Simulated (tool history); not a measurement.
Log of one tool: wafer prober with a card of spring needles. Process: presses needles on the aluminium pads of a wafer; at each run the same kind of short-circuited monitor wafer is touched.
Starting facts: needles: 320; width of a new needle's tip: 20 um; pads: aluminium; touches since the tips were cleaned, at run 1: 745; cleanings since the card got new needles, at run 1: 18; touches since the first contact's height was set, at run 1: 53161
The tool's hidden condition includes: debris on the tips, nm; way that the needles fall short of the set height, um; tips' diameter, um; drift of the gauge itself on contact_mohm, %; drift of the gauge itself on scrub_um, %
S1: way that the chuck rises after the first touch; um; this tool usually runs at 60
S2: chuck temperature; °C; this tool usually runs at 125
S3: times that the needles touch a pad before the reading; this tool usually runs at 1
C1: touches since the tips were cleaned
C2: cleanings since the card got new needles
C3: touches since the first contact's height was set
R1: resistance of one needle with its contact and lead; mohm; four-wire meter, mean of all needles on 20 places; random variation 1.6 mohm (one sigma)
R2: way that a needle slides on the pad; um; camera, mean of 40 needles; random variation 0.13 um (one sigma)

run	hour	S1	S2	S3	C1	C2	C3	R1	R2
1	0.0	60	125	1	745	18	53161	164	14.39
# hour 3.5: tips cleaned on abrasive film
# hour 8.5: tips cleaned on abrasive film
# hour 13.3: tips cleaned on abrasive film
2	13.5	60	125	2	104	21	60031	164	14.18
# hour 18.8: tips cleaned on abrasive film
# hour 23.7: tips cleaned on abrasive film
# hour 28.8: tips cleaned on abrasive film
3	29.2	60	125	2	221	24	68054	163	14.06
# hour 34.3: tips cleaned on abrasive film
# hour 39.2: tips cleaned on abrasive film
4	40.1	60	125	2	430	26	73611	165	14.12
# hour 44.7: tips cleaned on abrasive film
5	46.9	60	125	1	1157	27	77109	164	14.26
# hour 50.1: tips cleaned on abrasive film
# hour 56.0: tips cleaned on abrasive film
# hour 61.1: tips cleaned on abrasive film
6	61.1	65	125	1	0	30	84351	161	15.57
# hour 66.6: tips cleaned on abrasive film
# hour 72.4: tips cleaned on abrasive film
7	73.8	60	125	3	721	32	90843	163	14.25
# hour 78.3: tips cleaned on abrasive film
8	80.8	60	125	3	1275	33	94436	162	14.45
# hour 83.7: tips cleaned on abrasive film
# hour 88.9: tips cleaned on abrasive film
9	88.9	69	125	1	0	35	98592	160	16.60
# hour 94.5: tips cleaned on abrasive film
# hour 99.6: tips cleaned on abrasive film
10	101.5	69	125	1	971	37	105012	161	16.38
# hour 105.0: tips cleaned on abrasive film
11	108.5	69	125	1	1810	38	108613	162	16.50
# hour 110.8: tips cleaned on abrasive film
# hour 115.8: tips cleaned on abrasive film
# hour 121.2: tips cleaned on abrasive film
12	122.9	69	125	1	899	41	115957	161	16.30
# hour 126.8: tips cleaned on abrasive film
# hour 130.8: height of the first contact set anew
13	131.3	63	125	1	2178	42	261	165	15.02
# hour 132.6: tips cleaned on abrasive film
# hour 137.9: tips cleaned on abrasive film
# hour 143.3: tips cleaned on abrasive film
14	145.5	60	125	1	1146	45	7534	161	14.44
# hour 148.5: tips cleaned on abrasive film
# hour 154.3: tips cleaned on abrasive film
15	156.8	60	125	1	1292	47	13271	167	14.32
# hour 159.4: tips cleaned on abrasive film
# hour 164.4: tips cleaned on abrasive film
# hour 169.3: tips cleaned on abrasive film
16	171.1	60	58	1	930	50	20596	153	14.27
# hour 174.2: tips cleaned on abrasive film
# hour 179.8: tips cleaned on abrasive film
17	181.5	46	58	3	914	52	25919	157	10.73
# hour 185.6: tips cleaned on abrasive film
# hour 191.3: tips cleaned on abrasive film
18	193.8	52	125	1	1325	54	32217	168	12.15
# hour 196.8: tips cleaned on abrasive film
# hour 202.2: tips cleaned on abrasive film
# hour 207.4: tips cleaned on abrasive film
19	209.3	41	31	1	1006	57	40128	153	9.71
# hour 212.4: tips cleaned on abrasive film
# hour 217.6: tips cleaned on abrasive film
# hour 222.6: tips cleaned on abrasive film
20	223.6	47	92	1	510	60	47399	162	11.14
# hour 227.5: tips cleaned on abrasive film
# hour 232.4: tips cleaned on abrasive film
21	234.4	47	92	1	1027	62	52914	162	11.16
# hour 237.6: tips cleaned on abrasive film
# hour 242.9: tips cleaned on abrasive film
22	244.4	47	92	1	804	64	58039	166	11.02
# hour 247.9: tips cleaned on abrasive film
# hour 252.9: tips cleaned on abrasive film
23	254.6	66	115	3	890	66	63240	164	15.72
# hour 257.8: tips cleaned on abrasive film
# hour 262.7: tips cleaned on abrasive film
24	266.0	66	115	1	1727	68	69091	161	15.86
# hour 268.4: tips cleaned on abrasive film
# hour 273.3: tips cleaned on abrasive film
# hour 278.7: tips cleaned on abrasive film
25	280.9	66	115	1	1155	71	76669	160	15.53
# hour 284.2: tips cleaned on abrasive film
# hour 289.1: tips cleaned on abrasive film
26	293.0	79	125	1	2022	73	82853	158	18.55
# hour 295.0: tips cleaned on abrasive film
# hour 299.8: tips cleaned on abrasive film
27	299.8	55	59	3	0	75	86317	158	13.25
# hour 305.2: tips cleaned on abrasive film
# hour 310.2: tips cleaned on abrasive film
28	312.6	55	59	2	1230	77	92867	154	13.05
# hour 315.1: tips cleaned on abrasive film
# hour 320.9: tips cleaned on abrasive film
29	323.9	49	36	3	1584	79	98643	152	11.82

What if the next run were any one of these 4? Each begins from the tool's condition after run 29:
# hour 326.1: tips cleaned on abrasive film
# hour 331.4: tips cleaned on abrasive film
# hour 336.2: tips cleaned on abrasive film
A	339.0	44	50	1	1442	82	106351	?	?
# hour 326.1: tips cleaned on abrasive film
# hour 331.4: tips cleaned on abrasive film
# hour 336.2: tips cleaned on abrasive film
B	339.0	78	79	1	1442	82	106351	?	?
# hour 326.1: tips cleaned on abrasive film
# hour 331.4: tips cleaned on abrasive film
# hour 336.2: tips cleaned on abrasive film
C	339.0	62	36	1	1442	82	106351	?	?
# hour 326.1: tips cleaned on abrasive film
# hour 331.4: tips cleaned on abrasive film
# hour 336.2: tips cleaned on abrasive film
D	339.0	49	36	1	1442	82	106351	?	?

run	R1	R2
A	157	10.32
B	150	18.69
C	150	14.52
D	152	11.60
Stripped of hidden state, with their random variation kept, the same runs would have yielded:
run	R1	R2
A	156	10.32
B	150	18.69
C	149	14.52
D	152	11.61
